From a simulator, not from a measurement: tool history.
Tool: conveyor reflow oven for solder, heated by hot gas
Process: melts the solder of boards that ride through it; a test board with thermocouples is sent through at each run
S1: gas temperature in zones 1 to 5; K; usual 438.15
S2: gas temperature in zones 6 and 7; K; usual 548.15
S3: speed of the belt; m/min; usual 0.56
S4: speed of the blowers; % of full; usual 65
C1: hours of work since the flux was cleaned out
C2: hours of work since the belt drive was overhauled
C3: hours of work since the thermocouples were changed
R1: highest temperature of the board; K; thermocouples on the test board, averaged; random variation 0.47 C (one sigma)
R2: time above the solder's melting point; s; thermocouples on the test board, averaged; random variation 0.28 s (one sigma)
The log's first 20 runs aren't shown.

run	hour	S1	S2	S3	S4	C1	C2	C3	R1	R2
21	339.9	438.15	548.15	0.56	84	81	281	562	530.55	48.3
22	359	428.15	548.15	0.606	84	91	291	572	524.65	39.3
23	373.4	428.15	548.15	0.606	84	98	298	579	524.55	39.4
24	393.8	428.15	548.15	0.606	84	108	308	589	524.35	39.2
25	411.6	428.15	548.15	0.606	84	117	317	598	524.65	38.9
26	424.7	437.15	552.15	0.482	60	123	323	604	532.25	56.5
27	446.4	442.15	553.15	0.653	66	134	334	615	523.25	36.4
28	460.5	429.15	553.15	0.515	78	141	341	622	532.95	53
29	473.8	426.15	548.15	0.56	65	148	347	628	521.55	39.6
30	486.4	430.15	545.15	0.554	65	154	354	634	520.45	39.9
31	497	430.15	545.15	0.554	65	159	359	640	520.05	39.8

4 ways to go on from here, each from the tool as it stands after run 31. What would each give?
A	515.9	442.15	548.15	0.665	65	168	368	649	?	?
B	515.9	429.15	545.15	0.554	65	168	368	649	?	?
C	515.9	438.15	550.15	0.451	55	168	368	649	?	?
D	515.9	443.15	548.15	0.56	55	168	368	649	?	?

run	R1	R2
A	517.35	32.6
B	519.45	38.7
C	530.15	60.5
D	522.85	42.9
Without the tool's hidden state the same runs would have given:
run	R1	R2
A	520.65	34.7
B	522.85	40.9
C	533.25	62
D	525.85	44.8

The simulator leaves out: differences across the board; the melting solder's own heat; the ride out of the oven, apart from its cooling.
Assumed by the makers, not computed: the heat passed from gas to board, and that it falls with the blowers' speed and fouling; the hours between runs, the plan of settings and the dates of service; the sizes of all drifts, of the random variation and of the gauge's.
